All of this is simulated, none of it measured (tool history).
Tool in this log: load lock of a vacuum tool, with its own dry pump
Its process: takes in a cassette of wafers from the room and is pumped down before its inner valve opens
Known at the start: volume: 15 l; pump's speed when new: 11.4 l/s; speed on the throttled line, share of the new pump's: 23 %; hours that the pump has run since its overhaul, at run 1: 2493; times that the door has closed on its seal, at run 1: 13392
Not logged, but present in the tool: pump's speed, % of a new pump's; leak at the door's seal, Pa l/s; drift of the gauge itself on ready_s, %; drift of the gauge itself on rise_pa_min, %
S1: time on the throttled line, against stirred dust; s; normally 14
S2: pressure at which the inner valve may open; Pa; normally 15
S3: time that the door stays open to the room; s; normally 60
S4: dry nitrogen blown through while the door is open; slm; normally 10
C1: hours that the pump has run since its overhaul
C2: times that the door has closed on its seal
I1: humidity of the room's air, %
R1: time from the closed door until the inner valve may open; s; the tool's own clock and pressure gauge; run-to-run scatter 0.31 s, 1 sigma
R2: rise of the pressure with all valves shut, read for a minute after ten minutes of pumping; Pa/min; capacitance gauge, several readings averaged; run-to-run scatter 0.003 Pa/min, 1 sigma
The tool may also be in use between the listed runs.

Run 1, hour 0: usual settings; C1 2493; C2 13392; I1 42.4. Result: R1 22.4 s, R2 0.138 Pa/min.
Run 2, hour 64.3: usual settings; C1 2557; C2 13663; I1 44.9. Result: R1 22.7 s, R2 0.142 Pa/min.
Run 3, hour 177: usual settings but S4 19 slm; C1 2670; C2 14138; I1 45.7. Result: R1 23 s, R2 0.137 Pa/min.
Run 4, hour 240.8: usual settings but S3 34 s; C1 2734; C2 14408; I1 45.2. Result: R1 23 s, R2 0.135 Pa/min.
Run 5, hour 364.3: usual settings but S3 34 s; C1 2857; C2 14929; I1 45.9. Result: R1 22.6 s, R2 0.141 Pa/min.
Run 6, hour 482.6: usual settings but S3 34 s, S4 41 slm; C1 2976; C2 15428; I1 48.6. Result: R1 23.1 s, R2 0.126 Pa/min.
Run 7, hour 542.3: usual settings but S3 34 s, S4 41 slm; C1 3035; C2 15680; I1 47.4. Result: R1 22.8 s, R2 0.134 Pa/min.
Run 8, hour 629.3: usual settings; C1 3122; C2 16047; I1 41.4. Result: R1 22.6 s, R2 0.158 Pa/min.
Run 9, hour 684.8: usual settings but S3 200 s; C1 3178; C2 16281; I1 44.8. Result: R1 23.1 s, R2 0.198 Pa/min.
Run 10, hour 741.8: usual settings but S2 13 Pa; C1 3235; C2 16521; I1 41.6. Result: R1 22.5 s, R2 0.165 Pa/min.
Run 11, hour 869.4: usual settings but S1 13 s, S2 13 Pa; C1 3362; C2 17059; I1 44.5. Result: R1 22.2 s, R2 0.173 Pa/min.
Run 12, hour 972.2: usual settings but S1 13 s, S2 13 Pa, S4 5 slm; C1 3465; C2 17493; I1 44.9. Result: R1 22 s, R2 0.195 Pa/min.
Run 13, hour 1078.7: usual settings but S1 13 s, S2 13 Pa, S4 5 slm; C1 3572; C2 17943; I1 46. Result: R1 22.5 s, R2 0.202 Pa/min.
Run 14, hour 1160.3: usual settings but S1 13 s, S2 13 Pa, S4 5 slm; C1 3653; C2 18287; I1 45.5. Result: R1 22.1 s, R2 0.199 Pa/min.
Run 15, hour 1224.4: usual settings but S1 13 s, S2 13 Pa, S4 5 slm; C1 3718; C2 18557; I1 46.4. Result: R1 22.2 s, R2 0.207 Pa/min.
Run 16, hour 1294.6: usual settings but S1 13 s, S2 13 Pa, S4 5 slm; C1 3788; C2 18854; I1 48.1. Result: R1 22 s, R2 0.212 Pa/min.
Run 17, hour 1417.8: usual settings; C1 3911; C2 19373; I1 47.4. Result: R1 22.8 s, R2 0.198 Pa/min.
Run 18, hour 1541.3: usual settings; C1 4034; C2 19894; I1 45.8. Result: R1 23.6 s, R2 0.201 Pa/min.
Run 19, hour 1662.4: usual settings; C1 4155; C2 20405; I1 43.5. Result: R1 22.9 s, R2 0.21 Pa/min.
Run 20, hour 1759.1: usual settings but S1 20 s, S2 12 Pa, S3 32 s, S4 4 slm; C1 4252; C2 20813; I1 43.8. Result: R1 27.8 s, R2 0.215 Pa/min.
Run 21, hour 1815.3: usual settings but S1 12 s; C1 4308; C2 21050; I1 44.3. Result: R1 21.5 s, R2 0.216 Pa/min.
Run 22, hour 1882.1: usual settings but S1 20 s; C1 4375; C2 21332; I1 44.1. Result: R1 27.5 s, R2 0.217 Pa/min.
Run 23, hour 1940.6: usual settings but S1 20 s; C1 4434; C2 21579; I1 44.4. Result: R1 27.2 s, R2 0.222 Pa/min.
Run 24, hour 2063.8: usual settings but S1 20 s; C1 4557; C2 22099; I1 47.7. Result: R1 27.8 s, R2 0.232 Pa/min.
Run 25, hour 2124.7: usual settings but S1 20 s; C1 4618; C2 22355; I1 44.6. Result: R1 27.7 s, R2 0.23 Pa/min.
Run 26, hour 2199.4: usual settings but S1 22 s, S2 25 Pa; C1 4692; C2 22671; I1 44.1. Result: R1 28.1 s, R2 0.235 Pa/min.
Run 27, hour 2276.7: usual settings but S1 9 s, S2 25 Pa; C1 4770; C2 22997; I1 42.7. Result: R1 18.2 s, R2 0.233 Pa/min.
Run 28, hour 2339.5: usual settings but S1 13 s, S2 25 Pa, S3 47 s; C1 4833; C2 23262; I1 43.3. Result: R1 21.2 s, R2 0.233 Pa/min.
Run 29, hour 2462.8: usual settings but S1 13 s, S2 25 Pa, S3 47 s; C1 4956; C2 23782; I1 45.2. Result: R1 21.4 s, R2 0.243 Pa/min.

Run 30 comes next. What will it give?
Run 30, hour 2568.4: usual settings but S4 8 slm; C1 5062; C2 24227; I1 44.8. Result: R1 ?, R2 ?.

{"run 30": {"R1": 23.6, "R2": 0.268}}
Were there no unlogged condition in the tool, this run, its random variation unchanged, would have produced R1 23 s, R2 0.058 Pa/min.
